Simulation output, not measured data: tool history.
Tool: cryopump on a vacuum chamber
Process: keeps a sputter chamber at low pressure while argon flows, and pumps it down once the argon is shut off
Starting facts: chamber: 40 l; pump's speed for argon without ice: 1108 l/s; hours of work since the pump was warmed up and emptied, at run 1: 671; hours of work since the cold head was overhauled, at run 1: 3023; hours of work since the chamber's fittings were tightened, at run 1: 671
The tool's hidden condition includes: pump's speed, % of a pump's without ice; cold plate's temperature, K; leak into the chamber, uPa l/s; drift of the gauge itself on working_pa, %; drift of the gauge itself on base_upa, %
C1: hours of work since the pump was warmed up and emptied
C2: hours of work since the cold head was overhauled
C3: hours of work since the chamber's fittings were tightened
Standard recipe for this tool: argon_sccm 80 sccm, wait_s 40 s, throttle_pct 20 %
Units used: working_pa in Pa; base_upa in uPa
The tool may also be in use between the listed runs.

Run 1, hour 0: usual settings; C1 671; C2 3023; C3 671. Result: working_pa 0.6216 Pa, base_upa 3.46 uPa.
Run 2, hour 75.4: usual settings; C1 736; C2 3087; C3 736. Result: working_pa 0.6246 Pa, base_upa 3.46 uPa.
Run 3, hour 170.2: usual settings; C1 816; C2 3167; C3 816. Result: working_pa 0.6279 Pa, base_upa 3.48 uPa.
Run 4, hour 271.7: usual settings; C1 903; C2 3254; C3 903. Result: working_pa 0.631 Pa, base_upa 3.5 uPa.
Run 5, hour 324.5: usual settings; C1 948; C2 3299; C3 948. Result: working_pa 0.6284 Pa, base_upa 3.53 uPa.
Run 6, hour 379.3: usual settings; C1 994; C2 3345; C3 994. Result: working_pa 0.6326 Pa, base_upa 3.51 uPa.
Run 7, hour 457.1: usual settings; C1 1061; C2 3412; C3 1061. Result: working_pa 0.6334 Pa, base_upa 3.56 uPa.
Run 8, hour 544.7: usual settings; C1 1135; C2 3486; C3 1135. Result: working_pa 0.6335 Pa, base_upa 3.58 uPa.
At hour 574.3: pump warmed up, emptied and cooled again.
Run 9, hour 609.1: usual settings; C1 30; C2 3537; C3 1186. Result: working_pa 0.6126 Pa, base_upa 3.46 uPa.
Run 10, hour 666.7: usual settings but throttle_pct 31 %; C1 79; C2 3586; C3 1235. Result: working_pa 0.4001 Pa, base_upa 3.54 uPa.
Run 11, hour 766.4: usual settings but argon_sccm 34 sccm; C1 164; C2 3671; C3 1320. Result: working_pa 0.2628 Pa, base_upa 3.58 uPa.
Run 12, hour 861.1: usual settings; C1 244; C2 3751; C3 1400. Result: working_pa 0.6165 Pa, base_upa 3.57 uPa.
Run 13, hour 914.1: usual settings; C1 289; C2 3796; C3 1445. Result: working_pa 0.6184 Pa, base_upa 3.57 uPa.
Run 14, hour 1001.2: usual settings; C1 363; C2 3871; C3 1519. Result: working_pa 0.6213 Pa, base_upa 3.68 uPa.
Run 15, hour 1084.9: usual settings; C1 435; C2 3942; C3 1591. Result: working_pa 0.6193 Pa, base_upa 3.63 uPa.
Run 16, hour 1143.4: usual settings; C1 484; C2 3992; C3 1640. Result: working_pa 0.6214 Pa, base_upa 3.68 uPa.
Run 17, hour 1219.5: usual settings; C1 549; C2 4056; C3 1705. Result: working_pa 0.6217 Pa, base_upa 3.72 uPa.
At hour 1269.7: leaking fittings of the chamber tightened, without venting.
Run 18, hour 1297: usual settings but argon_sccm 145 sccm, wait_s 45 s, throttle_pct 39 %; C1 614; C2 4121; C3 23. Result: working_pa 0.5916 Pa, base_upa 3 uPa.
Run 19, hour 1371.3: usual settings but argon_sccm 63 sccm, wait_s 65 s; C1 677; C2 4184; C3 86. Result: working_pa 0.4924 Pa, base_upa 2.25 uPa.
Run 20, hour 1421.2: usual settings but argon_sccm 63 sccm, wait_s 65 s; C1 719; C2 4226; C3 129. Result: working_pa 0.4927 Pa, base_upa 2.21 uPa.
Run 21, hour 1520: usual settings but argon_sccm 156 sccm, wait_s 237 s, throttle_pct 51 %; C1 803; C2 4311; C3 213. Result: working_pa 0.5011 Pa, base_upa 0.96 uPa.
Run 22, hour 1567.2: usual settings but wait_s 34 s, throttle_pct 18 %; C1 843; C2 4351; C3 253. Result: working_pa 0.6979 Pa, base_upa 3.88 uPa.
Run 23, hour 1650.8: usual settings but wait_s 34 s, throttle_pct 18 %; C1 915; C2 4422; C3 324. Result: working_pa 0.6948 Pa, base_upa 3.85 uPa.
Run 24, hour 1705.6: usual settings but argon_sccm 43 sccm, wait_s 240 s, throttle_pct 16 %; C1 961; C2 4468; C3 371. Result: working_pa 0.4195 Pa, base_upa 1.01 uPa.
Run 25, hour 1770: usual settings but argon_sccm 148 sccm, wait_s 62 s, throttle_pct 38 %; C1 1016; C2 4523; C3 426. Result: working_pa 0.6346 Pa, base_upa 2.41 uPa.
Run 26, hour 1834.9: usual settings but argon_sccm 75 sccm, wait_s 82 s; C1 1071; C2 4579; C3 481. Result: working_pa 0.5958 Pa, base_upa 1.98 uPa.
Run 27, hour 1883.3: usual settings but argon_sccm 75 sccm, wait_s 82 s; C1 1113; C2 4620; C3 522. Result: working_pa 0.593 Pa, base_upa 2.03 uPa.
At hour 1937.5: pump warmed up, emptied and cooled again.
Run 28, hour 1966.3: usual settings but argon_sccm 48 sccm, wait_s 105 s, throttle_pct 16 %; C1 25; C2 4686; C3 589. Result: working_pa 0.4612 Pa, base_upa 1.66 uPa.
Run 29, hour 2016: usual settings but argon_sccm 48 sccm, wait_s 105 s, throttle_pct 16 %; C1 67; C2 4728; C3 631. Result: working_pa 0.4593 Pa, base_upa 1.64 uPa.
Run 30, hour 2059: usual settings but argon_sccm 48 sccm, wait_s 105 s, throttle_pct 16 %; C1 103; C2 4765; C3 668. Result: working_pa 0.4618 Pa, base_upa 1.69 uPa.

Expected results for the next run?
Run 31, hour 2124: usual settings but throttle_pct 32 %; C1 159; C2 4820; C3 723. Result: working_pa ?, base_upa ?.

Run 31 yielded working_pa 0.3896 Pa, base_upa 3.46 uPa.
With the hidden condition absent and the run-to-run variation left alone, this run would have shown working_pa 0.3808 Pa, base_upa 3.13 uPa.

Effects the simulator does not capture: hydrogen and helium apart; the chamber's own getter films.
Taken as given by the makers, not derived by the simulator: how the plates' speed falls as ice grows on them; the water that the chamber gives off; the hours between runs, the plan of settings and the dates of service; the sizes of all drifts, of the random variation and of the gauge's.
